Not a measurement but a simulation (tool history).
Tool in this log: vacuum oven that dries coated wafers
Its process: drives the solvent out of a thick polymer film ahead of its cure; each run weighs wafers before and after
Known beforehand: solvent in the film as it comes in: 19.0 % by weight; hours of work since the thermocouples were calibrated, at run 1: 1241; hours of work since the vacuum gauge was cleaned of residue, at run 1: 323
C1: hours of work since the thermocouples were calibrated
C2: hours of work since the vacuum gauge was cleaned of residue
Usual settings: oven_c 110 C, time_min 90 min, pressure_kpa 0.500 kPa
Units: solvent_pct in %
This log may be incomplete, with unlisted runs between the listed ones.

run 1 hour=0.0 | oven_c=110 time_min=90 pressure_kpa=0.500 | C1=1241 C2=323 | solvent_pct=3.23
run 2 hour=60.9 | oven_c=110 time_min=90 pressure_kpa=0.500 | C1=1289 C2=370 | solvent_pct=3.15
run 3 hour=93.5 | oven_c=110 time_min=90 pressure_kpa=0.500 | C1=1314 C2=396 | solvent_pct=3.10
run 4 hour=144.7 | oven_c=110 time_min=90 pressure_kpa=0.500 | C1=1354 C2=436 | solvent_pct=3.11
run 5 hour=192.4 | oven_c=115 time_min=90 pressure_kpa=0.500 | C1=1391 C2=473 | solvent_pct=2.23
run 6 hour=231.1 | oven_c=110 time_min=90 pressure_kpa=0.500 | C1=1422 C2=503 | solvent_pct=3.09
run 7 hour=285.9 | oven_c=110 time_min=90 pressure_kpa=0.500 | C1=1465 C2=546 | solvent_pct=3.16
-- hour=296.8 oven's thermocouples calibrated
run 8 hour=323.4 | oven_c=110 time_min=90 pressure_kpa=0.500 | C1=21 C2=574 | solvent_pct=3.64
run 9 hour=380.2 | oven_c=110 time_min=90 pressure_kpa=0.500 | C1=65 C2=618 | solvent_pct=3.70
run 10 hour=437.2 | oven_c=110 time_min=90 pressure_kpa=0.500 | C1=110 C2=663 | solvent_pct=3.78
run 11 hour=490.5 | oven_c=110 time_min=90 pressure_kpa=0.500 | C1=151 C2=705 | solvent_pct=3.72
run 12 hour=540.1 | oven_c=119 time_min=90 pressure_kpa=0.500 | C1=190 C2=743 | solvent_pct=2.10
run 13 hour=597.9 | oven_c=119 time_min=90 pressure_kpa=0.500 | C1=235 C2=789 | solvent_pct=2.08
run 14 hour=631.4 | oven_c=119 time_min=90 pressure_kpa=0.500 | C1=262 C2=815 | solvent_pct=2.07
run 15 hour=672.6 | oven_c=119 time_min=79 pressure_kpa=0.743 | C1=294 C2=847 | solvent_pct=2.71
run 16 hour=732.9 | oven_c=113 time_min=50 pressure_kpa=0.458 | C1=341 C2=894 | solvent_pct=6.07
run 17 hour=796.8 | oven_c=113 time_min=50 pressure_kpa=0.458 | C1=391 C2=944 | solvent_pct=6.11
run 18 hour=850.5 | oven_c=113 time_min=50 pressure_kpa=0.458 | C1=433 C2=986 | solvent_pct=6.00
-- hour=857.2 vacuum gauge cleaned of residue and calibrated
run 19 hour=895.5 | oven_c=113 time_min=50 pressure_kpa=0.458 | C1=467 C2=30 | solvent_pct=6.14
run 20 hour=928.6 | oven_c=113 time_min=50 pressure_kpa=0.458 | C1=493 C2=56 | solvent_pct=6.11
run 21 hour=964.6 | oven_c=107 time_min=90 pressure_kpa=0.321 | C1=521 C2=84 | solvent_pct=4.12
-- hour=1030.4 vacuum gauge cleaned of residue and calibrated, once more
run 22 hour=1031.2 | oven_c=110 time_min=56 pressure_kpa=0.265 | C1=572 C2=1 | solvent_pct=5.80
run 23 hour=1075.0 | oven_c=96 time_min=101 pressure_kpa=0.564 | C1=606 C2=35 | solvent_pct=5.85
run 24 hour=1138.9 | oven_c=96 time_min=101 pressure_kpa=0.564 | C1=656 C2=85 | solvent_pct=5.83
run 25 hour=1191.3 | oven_c=118 time_min=96 pressure_kpa=0.801 | C1=697 C2=126 | solvent_pct=1.90
run 26 hour=1248.7 | oven_c=118 time_min=96 pressure_kpa=0.801 | C1=742 C2=171 | solvent_pct=1.86

3 ways to go on from here, each from the tool as it stands after run 26. What would each give?
run A hour=1283.6 | oven_c=104 time_min=48 pressure_kpa=0.706 | C1=769 C2=198 | solvent_pct=?
run B hour=1283.6 | oven_c=121 time_min=73 pressure_kpa=1.195 | C1=769 C2=198 | solvent_pct=?
run C hour=1283.6 | oven_c=125 time_min=107 pressure_kpa=0.360 | C1=769 C2=198 | solvent_pct=?

run=A solvent_pct=8.04
run=B solvent_pct=2.63
run=C solvent_pct=0.76
Had the tool no hidden state, the same runs would have come out as:
run=A solvent_pct=8.36
run=B solvent_pct=2.88
run=C solvent_pct=0.86
